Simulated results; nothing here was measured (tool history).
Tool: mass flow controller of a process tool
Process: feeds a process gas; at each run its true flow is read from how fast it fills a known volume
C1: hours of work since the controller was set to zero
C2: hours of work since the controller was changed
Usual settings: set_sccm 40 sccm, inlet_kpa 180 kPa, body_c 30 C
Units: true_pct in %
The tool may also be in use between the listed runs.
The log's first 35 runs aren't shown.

Run 36, hour 2255.3: usual settings but set_sccm 6 sccm, inlet_kpa 244 kPa, body_c 25 C; C1 393; C2 2511. Result: true_pct 99.67 %.
Run 37, hour 2298.8: usual settings but set_sccm 10 sccm, body_c 37 C; C1 417; C2 2534. Result: true_pct 100.60 %.
Run 38, hour 2378.4: usual settings but set_sccm 24 sccm, inlet_kpa 151 kPa, body_c 32 C; C1 460; C2 2578. Result: true_pct 100.71 %.
Run 39, hour 2429.3: usual settings but set_sccm 15 sccm, inlet_kpa 192 kPa; C1 488; C2 2605. Result: true_pct 100.18 %.
Run 40, hour 2526.5: usual settings but set_sccm 11 sccm, inlet_kpa 173 kPa, body_c 29 C; C1 541; C2 2658. Result: true_pct 99.98 %.
Run 41, hour 2581.9: usual settings but set_sccm 41 sccm, inlet_kpa 173 kPa, body_c 29 C; C1 571; C2 2688. Result: true_pct 101.75 %.
Run 42, hour 2653.4: usual settings but set_sccm 36 sccm, inlet_kpa 183 kPa, body_c 29 C; C1 610; C2 2727. Result: true_pct 101.35 %.
Run 43, hour 2748.5: usual settings but set_sccm 36 sccm, inlet_kpa 183 kPa, body_c 29 C; C1 661; C2 2779. Result: true_pct 101.48 %.
Run 44, hour 2812.1: usual settings but set_sccm 36 sccm, inlet_kpa 183 kPa, body_c 29 C; C1 696; C2 2813. Result: true_pct 101.50 %.
Run 45, hour 2897.4: usual settings but set_sccm 36 sccm, inlet_kpa 183 kPa, body_c 29 C; C1 742; C2 2860. Result: true_pct 101.49 %.
Run 46, hour 2959.6: usual settings but set_sccm 9 sccm, body_c 28 C; C1 776; C2 2894. Result: true_pct 100.35 %.
Run 47, hour 3037.7: usual settings but set_sccm 9 sccm, body_c 28 C; C1 818; C2 2936. Result: true_pct 100.51 %.
Run 48, hour 3079.7: usual settings but set_sccm 5 sccm, inlet_kpa 151 kPa; C1 841; C2 2959. Result: true_pct 100.80 %.

4 ways to go on from here, each from the tool as it stands after run 48. What would each give?
Run A, hour 3145.7: usual settings but set_sccm 19 sccm, inlet_kpa 268 kPa, body_c 33 C; C1 877; C2 2995. Result: true_pct ?.
Run B, hour 3145.7: usual settings but set_sccm 6 sccm, inlet_kpa 176 kPa, body_c 32 C; C1 877; C2 2995. Result: true_pct ?.
Run C, hour 3145.7: usual settings but inlet_kpa 222 kPa; C1 877; C2 2995. Result: true_pct ?.
Run D, hour 3145.7: usual settings but body_c 26 C; C1 877; C2 2995. Result: true_pct ?.

run  true_pct
  A    101.26
  B    100.93
  C    102.08
  D    101.58
Without the tool's hidden state the same runs would have given:
run  true_pct
  A     98.92
  B     97.86
  C     99.92
  D     99.42
